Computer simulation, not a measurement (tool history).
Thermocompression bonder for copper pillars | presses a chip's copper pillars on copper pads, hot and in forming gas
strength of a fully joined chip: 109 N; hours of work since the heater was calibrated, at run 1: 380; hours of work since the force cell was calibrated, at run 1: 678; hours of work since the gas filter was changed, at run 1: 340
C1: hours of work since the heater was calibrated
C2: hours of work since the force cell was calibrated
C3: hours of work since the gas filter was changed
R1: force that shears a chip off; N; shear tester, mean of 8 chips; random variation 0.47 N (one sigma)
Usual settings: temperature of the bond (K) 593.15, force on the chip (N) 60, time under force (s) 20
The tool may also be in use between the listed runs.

{"run": 1, "hour": 0.0, "temperature of the bond (K)": 593.15, "force on the chip (N)": 60, "time under force (s)": 20, "C1": 380, "C2": 678, "C3": 340, "R1": 38.5}
{"hour": 55.8, "done": "forming gas filter changed"}
{"run": 2, "hour": 55.8, "temperature of the bond (K)": 593.15, "force on the chip (N)": 60, "time under force (s)": 20, "C1": 423, "C2": 721, "C3": 0, "R1": 43.0}
{"run": 3, "hour": 107.5, "temperature of the bond (K)": 593.15, "force on the chip (N)": 63, "time under force (s)": 20, "C1": 464, "C2": 762, "C3": 40, "R1": 42.8}
{"run": 4, "hour": 140.8, "temperature of the bond (K)": 607.15, "force on the chip (N)": 63, "time under force (s)": 20, "C1": 490, "C2": 788, "C3": 67, "R1": 49.1}
{"run": 5, "hour": 197.7, "temperature of the bond (K)": 607.15, "force on the chip (N)": 63, "time under force (s)": 20, "C1": 534, "C2": 832, "C3": 111, "R1": 48.3}
{"run": 6, "hour": 255.0, "temperature of the bond (K)": 607.15, "force on the chip (N)": 63, "time under force (s)": 20, "C1": 579, "C2": 877, "C3": 156, "R1": 47.3}
{"hour": 272.5, "done": "heater calibrated with a thermocouple chip"}
{"run": 7, "hour": 285.0, "temperature of the bond (K)": 593.15, "force on the chip (N)": 64, "time under force (s)": 20, "C1": 10, "C2": 899, "C3": 178, "R1": 45.8}
{"run": 8, "hour": 323.5, "temperature of the bond (K)": 593.15, "force on the chip (N)": 60, "time under force (s)": 47, "C1": 40, "C2": 929, "C3": 208, "R1": 57.7}
{"run": 9, "hour": 374.5, "temperature of the bond (K)": 593.15, "force on the chip (N)": 60, "time under force (s)": 47, "C1": 80, "C2": 969, "C3": 248, "R1": 57.2}
{"run": 10, "hour": 420.9, "temperature of the bond (K)": 593.15, "force on the chip (N)": 60, "time under force (s)": 47, "C1": 116, "C2": 1006, "C3": 284, "R1": 56.4}
{"run": 11, "hour": 459.4, "temperature of the bond (K)": 593.15, "force on the chip (N)": 60, "time under force (s)": 47, "C1": 146, "C2": 1036, "C3": 315, "R1": 55.6}
{"run": 12, "hour": 512.6, "temperature of the bond (K)": 593.15, "force on the chip (N)": 60, "time under force (s)": 47, "C1": 188, "C2": 1077, "C3": 356, "R1": 54.8}
{"run": 13, "hour": 541.1, "temperature of the bond (K)": 593.15, "force on the chip (N)": 43, "time under force (s)": 20, "C1": 210, "C2": 1100, "C3": 378, "R1": 30.5}
{"hour": 545.3, "done": "forming gas filter changed"}
{"run": 14, "hour": 587.3, "temperature of the bond (K)": 603.15, "force on the chip (N)": 60, "time under force (s)": 20, "C1": 246, "C2": 1136, "C3": 33, "R1": 48.2}
{"run": 15, "hour": 617.2, "temperature of the bond (K)": 603.15, "force on the chip (N)": 60, "time under force (s)": 20, "C1": 270, "C2": 1159, "C3": 56, "R1": 47.6}
{"run": 16, "hour": 667.1, "temperature of the bond (K)": 603.15, "force on the chip (N)": 60, "time under force (s)": 20, "C1": 309, "C2": 1198, "C3": 95, "R1": 46.3}
{"run": 17, "hour": 693.8, "temperature of the bond (K)": 603.15, "force on the chip (N)": 60, "time under force (s)": 20, "C1": 330, "C2": 1219, "C3": 116, "R1": 46.2}
{"run": 18, "hour": 746.5, "temperature of the bond (K)": 593.15, "force on the chip (N)": 60, "time under force (s)": 20, "C1": 371, "C2": 1260, "C3": 158, "R1": 41.7}
{"run": 19, "hour": 801.6, "temperature of the bond (K)": 593.15, "force on the chip (N)": 60, "time under force (s)": 36, "C1": 414, "C2": 1303, "C3": 201, "R1": 49.5}
{"run": 20, "hour": 828.8, "temperature of the bond (K)": 593.15, "force on the chip (N)": 60, "time under force (s)": 36, "C1": 435, "C2": 1325, "C3": 222, "R1": 49.6}
{"run": 21, "hour": 876.6, "temperature of the bond (K)": 593.15, "force on the chip (N)": 60, "time under force (s)": 58, "C1": 473, "C2": 1362, "C3": 259, "R1": 57.8}
{"run": 22, "hour": 926.6, "temperature of the bond (K)": 593.15, "force on the chip (N)": 60, "time under force (s)": 58, "C1": 512, "C2": 1401, "C3": 299, "R1": 57.5}
{"run": 23, "hour": 963.9, "temperature of the bond (K)": 570.15, "force on the chip (N)": 60, "time under force (s)": 49, "C1": 541, "C2": 1430, "C3": 328, "R1": 42.8}
{"run": 24, "hour": 1003.3, "temperature of the bond (K)": 565.15, "force on the chip (N)": 38, "time under force (s)": 35, "C1": 572, "C2": 1461, "C3": 359, "R1": 23.3}
{"hour": 1032.5, "done": "heater calibrated with a thermocouple chip"}
{"hour": 1037.4, "done": "forming gas filter changed"}
{"run": 25, "hour": 1055.9, "temperature of the bond (K)": 575.15, "force on the chip (N)": 51, "time under force (s)": 16, "C1": 18, "C2": 1500, "C3": 14, "R1": 30.2}
{"run": 26, "hour": 1088.9, "temperature of the bond (K)": 566.15, "force on the chip (N)": 60, "time under force (s)": 19, "C1": 44, "C2": 1526, "C3": 40, "R1": 34.1}
{"run": 27, "hour": 1113.2, "temperature of the bond (K)": 608.15, "force on the chip (N)": 45, "time under force (s)": 38, "C1": 63, "C2": 1545, "C3": 59, "R1": 51.9}
{"run": 28, "hour": 1162.5, "temperature of the bond (K)": 608.15, "force on the chip (N)": 45, "time under force (s)": 38, "C1": 101, "C2": 1584, "C3": 98, "R1": 51.1}
{"run": 29, "hour": 1192.5, "temperature of the bond (K)": 608.15, "force on the chip (N)": 45, "time under force (s)": 14, "C1": 125, "C2": 1607, "C3": 121, "R1": 33.9}
{"run": 30, "hour": 1243.0, "temperature of the bond (K)": 593.15, "force on the chip (N)": 60, "time under force (s)": 17, "C1": 164, "C2": 1647, "C3": 161, "R1": 40.8}
{"run": 31, "hour": 1296.9, "temperature of the bond (K)": 572.15, "force on the chip (N)": 60, "time under force (s)": 17, "C1": 207, "C2": 1689, "C3": 203, "R1": 32.6}

Run 32 comes next. What will it give?
{"run": 32, "hour": 1338.0, "temperature of the bond (K)": 572.15, "force on the chip (N)": 60, "time under force (s)": 17, "C1": 239, "C2": 1721, "C3": 235, "R1": "?"}

{"run 32": {"R1": 32.0}}
Without the tool's hidden state the same run would have given R1 34.3 N.
